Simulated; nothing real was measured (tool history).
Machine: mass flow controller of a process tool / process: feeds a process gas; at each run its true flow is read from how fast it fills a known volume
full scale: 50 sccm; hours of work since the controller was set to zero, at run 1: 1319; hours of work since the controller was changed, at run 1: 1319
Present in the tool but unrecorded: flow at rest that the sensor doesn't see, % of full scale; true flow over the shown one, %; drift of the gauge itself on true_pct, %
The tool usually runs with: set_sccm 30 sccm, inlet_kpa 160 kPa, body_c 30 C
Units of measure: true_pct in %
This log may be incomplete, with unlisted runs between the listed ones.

run	day	set_sccm	inlet_kpa	body_c	hours of work since the controller was set to zero	hours of work since the controller was changed	true_pct
1	0	30	160	30	1319	1319	100.82
2	9.267	40	160	30	1461	1461	101.19
3	19.525	22	160	30	1617	1617	100.61
4	29.258	22	160	30	1766	1766	100.94
5	39.242	22	160	30	1918	1918	101.1
6	46.171	22	160	30	2024	2024	101.08
7	55.608	22	160	30	2168	2168	101.29
8	61.125	13	160	30	2252	2252	101.23
9	67.488	13	160	30	2350	2350	101.23
10	73.325	13	160	30	2439	2439	101.22
11	82.996	6	160	25	2586	2586	101.39
12	90.667	39	160	36	2704	2704	102.58
13	97.108	16	160	30	2802	2802	101.65
14	103.238	7	213	23	2896	2896	101.51
15	111.204	49	245	31	3017	3017	103.03
16	117.212	49	245	31	3109	3109	103.12

Branching from run 16: 5 alternative next runs. What would each branch give?
A	123.633	16	245	31	3207	3207	?
B	123.633	23	229	30	3207	3207	?
C	123.633	20	160	36	3207	3207	?
D	123.633	10	149	24	3207	3207	?
E	123.633	13	149	31	3207	3207	?

run	true_pct
A	102.41
B	102.22
C	102.72
D	101.42
E	101.99
Stripped of hidden state, with their random variation kept, the same runs would have yielded:
run	true_pct
A	99.68
B	99.67
C	100.1
D	98.35
E	99.13

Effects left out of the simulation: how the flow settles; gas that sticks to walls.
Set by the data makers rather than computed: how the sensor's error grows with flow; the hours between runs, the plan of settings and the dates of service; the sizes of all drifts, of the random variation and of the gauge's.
